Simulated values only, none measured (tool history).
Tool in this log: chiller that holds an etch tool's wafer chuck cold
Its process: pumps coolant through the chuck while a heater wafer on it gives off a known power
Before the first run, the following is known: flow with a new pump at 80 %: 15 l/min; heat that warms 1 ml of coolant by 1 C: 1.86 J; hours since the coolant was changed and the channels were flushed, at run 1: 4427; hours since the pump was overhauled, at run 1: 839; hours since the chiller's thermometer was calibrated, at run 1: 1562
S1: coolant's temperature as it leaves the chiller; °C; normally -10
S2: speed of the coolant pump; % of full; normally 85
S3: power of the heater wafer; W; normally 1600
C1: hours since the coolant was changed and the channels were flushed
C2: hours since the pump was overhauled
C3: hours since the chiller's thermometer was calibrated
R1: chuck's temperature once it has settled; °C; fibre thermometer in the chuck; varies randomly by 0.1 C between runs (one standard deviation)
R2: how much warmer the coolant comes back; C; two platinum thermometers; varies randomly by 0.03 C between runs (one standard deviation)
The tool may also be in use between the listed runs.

run	hour	S1	S2	S3	C1	C2	C3	R1	R2
1	0	-10	85	1600	4427	839	1562	0.2	3.18
2	68.1	-10	85	1600	4495	907	1630	0.2	3.22
3	155.1	-10	85	1600	4582	994	1717	0.3	3.25
4	223.5	-10	85	1600	4651	1062	1786	0.2	3.24
5	302.3	-10	85	1600	4730	1141	1864	0.3	3.27
6	361.7	-10	85	1600	4789	1200	1924	0.3	3.22
7	424.8	-10	85	1600	4852	1264	1987	0.4	3.22
8	476.7	-10	85	1600	4904	1315	2039	0.5	3.21
9	522.9	-10	85	1600	4950	1362	2085	0.4	3.2
10	610.5	-10	85	1600	5038	1449	2172	0.5	3.26
11	670.7	-10	61	1600	5098	1509	2233	2.4	4.53
12	738.8	-10	61	1600	5166	1578	2301	2.3	4.54
13	819.2	-10	95	1600	5246	1658	2381	-0.2	2.9
14	912.4	-10	95	1600	5340	1751	2474	-0.3	2.91
15	972.2	-10	95	1600	5399	1811	2534	-0.2	2.89
16	1014.3	-10	85	1600	5442	1853	2576	0.3	3.19
17	1066.4	-10	80	1600	5494	1905	2628	0.5	3.46
18	1151.8	-10	80	1600	5579	1990	2714	0.7	3.41
19	1207.5	-10	80	1600	5635	2046	2770	0.8	3.44
20	1287.4	-10	80	1600	5715	2126	2849	0.9	3.46
21	1380.1	-10	84	1528	5807	2219	2942	0	3.09
22	1424.1	-10	84	1528	5851	2263	2986	-0.1	3.16
23	1508.2	-10	84	1528	5935	2347	3070	0	3.14
24	1566	-1	85	1600	5993	2405	3128	9.3	3.18
25	1619.6	-16	85	1493	6047	2458	3182	-6.2	3.06
26	1662	-16	85	1493	6089	2501	3224	-6.4	3
27	1739.4	-16	85	1493	6167	2578	3301	-6.4	2.95
28	1785.5	-16	85	1493	6213	2624	3348	-6.4	3.1
29	1854.1	-14	80	2083	6281	2693	3416	-0.2	4.45
30	1944.4	-10	60	2245	6372	2783	3506	7.6	6.43
31	2003.4	-10	60	2245	6431	2842	3565	7.5	6.42

Consider 5 possible next runs. They are alternatives, not a sequence: every one starts from the tool as it was left by run 31. What does each give?
A	2055.2	-8	72	1600	6482	2894	3617	?	?
B	2055.2	-10	97	1064	6482	2894	3617	?	?
C	2055.2	-10	60	1093	6482	2894	3617	?	?
D	2055.2	-11	87	843	6482	2894	3617	?	?
E	2055.2	-17	69	2245	6482	2894	3617	?	?

run	R1	R2
A	3.4	3.83
B	-3.6	1.91
C	-1.3	3.14
D	-5.7	1.68
E	-0.8	5.66
With no hidden state in the tool, these same runs would have given:
run	R1	R2
A	3.3	3.83
B	-3.6	1.91
C	-1.4	3.14
D	-5.7	1.68
E	-0.9	5.65

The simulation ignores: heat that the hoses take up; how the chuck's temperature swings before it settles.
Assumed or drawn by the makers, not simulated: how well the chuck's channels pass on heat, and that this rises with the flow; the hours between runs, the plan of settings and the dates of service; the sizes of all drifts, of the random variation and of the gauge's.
